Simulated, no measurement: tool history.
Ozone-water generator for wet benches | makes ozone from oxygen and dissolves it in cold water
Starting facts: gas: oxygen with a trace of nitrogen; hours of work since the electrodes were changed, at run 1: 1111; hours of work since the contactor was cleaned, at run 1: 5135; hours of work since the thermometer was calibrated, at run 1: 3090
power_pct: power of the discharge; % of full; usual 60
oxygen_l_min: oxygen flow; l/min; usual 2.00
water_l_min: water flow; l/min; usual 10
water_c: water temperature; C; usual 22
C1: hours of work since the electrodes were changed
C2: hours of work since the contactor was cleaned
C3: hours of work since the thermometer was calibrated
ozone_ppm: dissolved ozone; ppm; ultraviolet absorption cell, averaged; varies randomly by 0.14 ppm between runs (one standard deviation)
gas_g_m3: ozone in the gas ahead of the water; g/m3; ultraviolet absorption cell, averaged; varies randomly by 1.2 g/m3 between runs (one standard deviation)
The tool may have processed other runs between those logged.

run 1 hour=0.0 | power_pct=60 oxygen_l_min=2.00 water_l_min=10 water_c=22 | C1=1111 C2=5135 C3=3090 | ozone_ppm=16.9 gas_g_m3=211.6
run 2 hour=148.8 | power_pct=60 oxygen_l_min=2.00 water_l_min=10 water_c=22 | C1=1232 C2=5256 C3=3211 | ozone_ppm=16.9 gas_g_m3=213.1
run 3 hour=229.9 | power_pct=70 oxygen_l_min=2.00 water_l_min=10 water_c=22 | C1=1298 C2=5322 C3=3276 | ozone_ppm=18.9 gas_g_m3=236.1
run 4 hour=363.7 | power_pct=70 oxygen_l_min=2.00 water_l_min=10 water_c=22 | C1=1406 C2=5430 C3=3385 | ozone_ppm=18.8 gas_g_m3=239.1
run 5 hour=435.0 | power_pct=74 oxygen_l_min=2.00 water_l_min=10 water_c=22 | C1=1464 C2=5488 C3=3443 | ozone_ppm=19.6 gas_g_m3=244.6
run 6 hour=537.1 | power_pct=74 oxygen_l_min=2.00 water_l_min=10 water_c=22 | C1=1547 C2=5571 C3=3526 | ozone_ppm=19.3 gas_g_m3=247.4
run 7 hour=665.3 | power_pct=74 oxygen_l_min=2.00 water_l_min=10 water_c=22 | C1=1651 C2=5675 C3=3630 | ozone_ppm=19.5 gas_g_m3=246.6
run 8 hour=773.0 | power_pct=77 oxygen_l_min=2.00 water_l_min=10 water_c=22 | C1=1738 C2=5762 C3=3717 | ozone_ppm=20.0 gas_g_m3=255.6
run 9 hour=876.1 | power_pct=77 oxygen_l_min=2.00 water_l_min=11 water_c=25 | C1=1822 C2=5846 C3=3801 | ozone_ppm=18.1 gas_g_m3=254.1
run 10 hour=1002.1 | power_pct=77 oxygen_l_min=1.31 water_l_min=11 water_c=17 | C1=1924 C2=5948 C3=3903 | ozone_ppm=17.4 gas_g_m3=308.0
run 11 hour=1085.0 | power_pct=60 oxygen_l_min=2.00 water_l_min=6 water_c=22 | C1=1991 C2=6015 C3=3970 | ozone_ppm=24.5 gas_g_m3=213.9
run 12 hour=1206.4 | power_pct=60 oxygen_l_min=1.21 water_l_min=6 water_c=26 | C1=2090 C2=6114 C3=4068 | ozone_ppm=22.5 gas_g_m3=271.7
-- hour=1317.3 water thermometer calibrated
run 13 hour=1320.9 | power_pct=60 oxygen_l_min=1.21 water_l_min=6 water_c=26 | C1=2182 C2=6206 C3=3 | ozone_ppm=22.4 gas_g_m3=268.1
run 14 hour=1477.9 | power_pct=60 oxygen_l_min=2.00 water_l_min=6 water_c=23 | C1=2310 C2=6334 C3=130 | ozone_ppm=24.1 gas_g_m3=217.5
run 15 hour=1587.3 | power_pct=60 oxygen_l_min=2.00 water_l_min=6 water_c=23 | C1=2398 C2=6423 C3=219 | ozone_ppm=24.1 gas_g_m3=216.0

4 options for the next run, each taken on its own from the tool as it stands now. Forecast them:
run A hour=1707.4 | power_pct=60 oxygen_l_min=2.00 water_l_min=8 water_c=28 | C1=2496 C2=6520 C3=316 | ozone_ppm=? gas_g_m3=?
run B hour=1707.4 | power_pct=55 oxygen_l_min=2.00 water_l_min=10 water_c=22 | C1=2496 C2=6520 C3=316 | ozone_ppm=? gas_g_m3=?
run C hour=1707.4 | power_pct=60 oxygen_l_min=2.46 water_l_min=6 water_c=23 | C1=2496 C2=6520 C3=316 | ozone_ppm=? gas_g_m3=?
run D hour=1707.4 | power_pct=60 oxygen_l_min=1.78 water_l_min=7 water_c=23 | C1=2496 C2=6520 C3=316 | ozone_ppm=? gas_g_m3=?

run=A ozone_ppm=18.2 gas_g_m3=217.8
run=B ozone_ppm=15.9 gas_g_m3=205.1
run=C ozone_ppm=24.1 gas_g_m3=198.1
run=D ozone_ppm=21.5 gas_g_m3=229.9
Take away the tool's hidden state, keep each run's random variation, and the runs would have read:
run=A ozone_ppm=18.2 gas_g_m3=212.6
run=B ozone_ppm=16.0 gas_g_m3=200.2
run=C ozone_ppm=24.1 gas_g_m3=193.3
run=D ozone_ppm=21.6 gas_g_m3=224.4
